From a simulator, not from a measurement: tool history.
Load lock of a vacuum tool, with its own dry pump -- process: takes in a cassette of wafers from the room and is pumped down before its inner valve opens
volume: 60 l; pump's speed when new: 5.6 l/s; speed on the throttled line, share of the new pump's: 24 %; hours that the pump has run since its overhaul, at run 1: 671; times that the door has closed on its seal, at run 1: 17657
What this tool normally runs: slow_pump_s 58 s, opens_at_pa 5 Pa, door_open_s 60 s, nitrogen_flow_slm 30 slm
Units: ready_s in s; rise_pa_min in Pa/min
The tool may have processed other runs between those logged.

run      day  slow_pump_s  opens_at_pa  door_open_s  nitrogen_flow_slm  hours that the pump has run since its overhaul  times that the door has closed on its seal  incoming humidity of the room's air, %  ready_s  rise_pa_min
  1    0.000           58            5           60                 30                                             671                                       17657                                    43.4    153.0        0.252
  2    9.817           58            5           60                 30                                             906                                       18441                                    44.5    151.5        0.275
  3   20.662          109            5           60                 30                                            1167                                       19308                                    49.9    191.1        0.301
  4   34.838          109            5           74                 30                                            1507                                       20442                                    44.3    191.8        0.334
  5   48.962          109            5           74                 30                                            1846                                       21571                                    44.3    190.8        0.370
      51.579  -- door's seal changed, seat wiped
  6   56.917          109            5           74                 30                                            2035                                         427                                    42.8    191.7        0.025
  7   66.879           58            6           60                 30                                            2275                                        1223                                    45.1    151.9        0.036
  8   74.925           58            6           60                 30                                            2468                                        1867                                    46.1    151.4        0.041
  9   87.083           58            5           60                 30                                            2759                                        2838                                    46.3    154.5        0.043
 10  101.212          109            5           60                 30                                            3098                                        3968                                    44.8    193.0        0.061
 11  107.538           58            9           60                 35                                            3250                                        4474                                    47.6    148.0        0.057
 12  121.521           58            9           60                 35                                            3586                                        5592                                    47.8    147.5        0.065
 13  131.767           48            5           90                 30                                            3832                                        6411                                    41.1    149.1        0.086
 14  139.025           89            5           88                 13                                            4006                                        6991                                    45.0    178.4        0.108
 15  147.892           82            5           44                 38                                            4219                                        7700                                    42.8    174.0        0.090
 16  162.146          108            5          236                  7                                            4561                                        8839                                    42.2    192.8        0.205
 17  173.879          108            5          236                  7                                            4843                                        9778                                    42.8    191.9        0.221

Predict each of these 5 candidate next runs independently; none follows another, all start after run 17:
  A  183.604           39            7          236                  7                                            5076                                       10555                                    45.1        ?            ?
  B  183.604          108            6          236                  7                                            5076                                       10555                                    49.1        ?            ?
  C  183.604          108            4           88                  5                                            5076                                       10555                                    46.5        ?            ?
  D  183.604          102            5          236                  7                                            5076                                       10555                                    47.8        ?            ?
  E  183.604           84            5          100                  7                                            5076                                       10555                                    47.0        ?            ?

run  ready_s  rise_pa_min
  A    137.4        0.236
  B    188.4        0.254
  C    196.0        0.174
  D    188.5        0.242
  E    176.4        0.182
Without the tool's unlogged condition, the same runs would have read:
run  ready_s  rise_pa_min
  A    133.9        0.121
  B    185.5        0.137
  C    192.9        0.058
  D    185.3        0.126
  E    173.2        0.067

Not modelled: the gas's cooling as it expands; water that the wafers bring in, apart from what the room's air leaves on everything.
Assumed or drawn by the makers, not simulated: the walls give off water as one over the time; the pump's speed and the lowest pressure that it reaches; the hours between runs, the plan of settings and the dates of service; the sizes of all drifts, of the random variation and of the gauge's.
